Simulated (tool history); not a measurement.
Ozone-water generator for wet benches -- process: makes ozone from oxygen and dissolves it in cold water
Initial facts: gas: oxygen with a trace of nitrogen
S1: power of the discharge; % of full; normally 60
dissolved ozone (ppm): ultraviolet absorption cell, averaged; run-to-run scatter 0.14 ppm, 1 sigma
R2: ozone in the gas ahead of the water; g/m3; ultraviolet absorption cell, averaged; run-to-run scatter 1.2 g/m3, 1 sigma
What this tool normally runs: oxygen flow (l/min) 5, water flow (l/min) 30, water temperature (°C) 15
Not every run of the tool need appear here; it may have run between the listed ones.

{"run": 1, "day": 0.0, "S1": 60, "oxygen flow (l/min)": 5, "water flow (l/min)": 30, "water temperature (°C)": 15, "dissolved ozone (ppm)": 14.1, "R2": 216.8}
{"run": 2, "day": 4.833, "S1": 60, "oxygen flow (l/min)": 5, "water flow (l/min)": 30, "water temperature (°C)": 15, "dissolved ozone (ppm)": 14.2, "R2": 215.9}
{"run": 3, "day": 11.233, "S1": 60, "oxygen flow (l/min)": 5, "water flow (l/min)": 30, "water temperature (°C)": 20, "dissolved ozone (ppm)": 13.2, "R2": 216}
{"run": 4, "day": 17.383, "S1": 60, "oxygen flow (l/min)": 5, "water flow (l/min)": 30, "water temperature (°C)": 20, "dissolved ozone (ppm)": 13.3, "R2": 214.3}
{"run": 5, "day": 22.883, "S1": 60, "oxygen flow (l/min)": 5, "water flow (l/min)": 30, "water temperature (°C)": 15, "dissolved ozone (ppm)": 13.9, "R2": 213.5}
{"run": 6, "day": 31.3, "S1": 60, "oxygen flow (l/min)": 5, "water flow (l/min)": 24, "water temperature (°C)": 15, "dissolved ozone (ppm)": 17, "R2": 212.8}
{"run": 7, "day": 37.433, "S1": 60, "oxygen flow (l/min)": 5, "water flow (l/min)": 24, "water temperature (°C)": 15, "dissolved ozone (ppm)": 16.9, "R2": 212.7}
{"run": 8, "day": 41.367, "S1": 60, "oxygen flow (l/min)": 5, "water flow (l/min)": 30, "water temperature (°C)": 11, "dissolved ozone (ppm)": 14.2, "R2": 215.2}
{"run": 9, "day": 46.579, "S1": 60, "oxygen flow (l/min)": 5, "water flow (l/min)": 30, "water temperature (°C)": 11, "dissolved ozone (ppm)": 13.8, "R2": 211}
{"run": 10, "day": 50.242, "S1": 75, "oxygen flow (l/min)": 6.46, "water flow (l/min)": 31, "water temperature (°C)": 15, "dissolved ozone (ppm)": 16, "R2": 219.1}
{"run": 11, "day": 58.017, "S1": 75, "oxygen flow (l/min)": 6.46, "water flow (l/min)": 31, "water temperature (°C)": 15, "dissolved ozone (ppm)": 15.8, "R2": 217.8}
{"run": 12, "day": 63.458, "S1": 75, "oxygen flow (l/min)": 3.35, "water flow (l/min)": 24, "water temperature (°C)": 15, "dissolved ozone (ppm)": 19.1, "R2": 312.2}
{"run": 13, "day": 71.288, "S1": 75, "oxygen flow (l/min)": 3.35, "water flow (l/min)": 24, "water temperature (°C)": 15, "dissolved ozone (ppm)": 19.1, "R2": 314.3}
{"day": 72.938, "done": "water thermometer calibrated"}
{"run": 14, "day": 78.925, "S1": 75, "oxygen flow (l/min)": 3.35, "water flow (l/min)": 24, "water temperature (°C)": 15, "dissolved ozone (ppm)": 18.5, "R2": 310.8}
{"run": 15, "day": 83.871, "S1": 60, "oxygen flow (l/min)": 5, "water flow (l/min)": 30, "water temperature (°C)": 20, "dissolved ozone (ppm)": 12.4, "R2": 205.9}
{"run": 16, "day": 88.829, "S1": 58, "oxygen flow (l/min)": 5, "water flow (l/min)": 40, "water temperature (°C)": 10, "dissolved ozone (ppm)": 9.9, "R2": 200.7}
{"run": 17, "day": 93.842, "S1": 60, "oxygen flow (l/min)": 5, "water flow (l/min)": 42, "water temperature (°C)": 8, "dissolved ozone (ppm)": 9.5, "R2": 207.3}

Measured result minus the same run's result without the hidden state. Both carry the same run-to-run variation, though not necessarily the same gauge scatter:
Hidden state present: yield of the discharge, % of new electrodes'; contactor's efficiency, % of a clean one's; true water temperature over the reading, C; drift of the gauge itself on ozone_ppm, %; drift of the gauge itself on gas_g_m3, %.
run=1 dissolved_ozone_(ppm)=-1 R2=-2.4
run=2 dissolved_ozone_(ppm)=-1.1 R2=-3
run=3 dissolved_ozone_(ppm)=-1.1 R2=-3.7
run=4 dissolved_ozone_(ppm)=-1.2 R2=-4.4
run=5 dissolved_ozone_(ppm)=-1.3 R2=-5.1
run=6 dissolved_ozone_(ppm)=-1.7 R2=-6.2
run=7 dissolved_ozone_(ppm)=-1.8 R2=-6.9
run=8 dissolved_ozone_(ppm)=-1.6 R2=-7.4
run=9 dissolved_ozone_(ppm)=-1.7 R2=-8
run=10 dissolved_ozone_(ppm)=-2.2 R2=-10.6
run=11 dissolved_ozone_(ppm)=-2.3 R2=-11.8
run=12 dissolved_ozone_(ppm)=-2.8 R2=-18.1
run=13 dissolved_ozone_(ppm)=-2.9 R2=-20.1
run=14 dissolved_ozone_(ppm)=-3 R2=-21.7
run=15 dissolved_ozone_(ppm)=-2 R2=-12.5
run=16 dissolved_ozone_(ppm)=-1.7 R2=-12.4
run=17 dissolved_ozone_(ppm)=-1.8 R2=-13.8
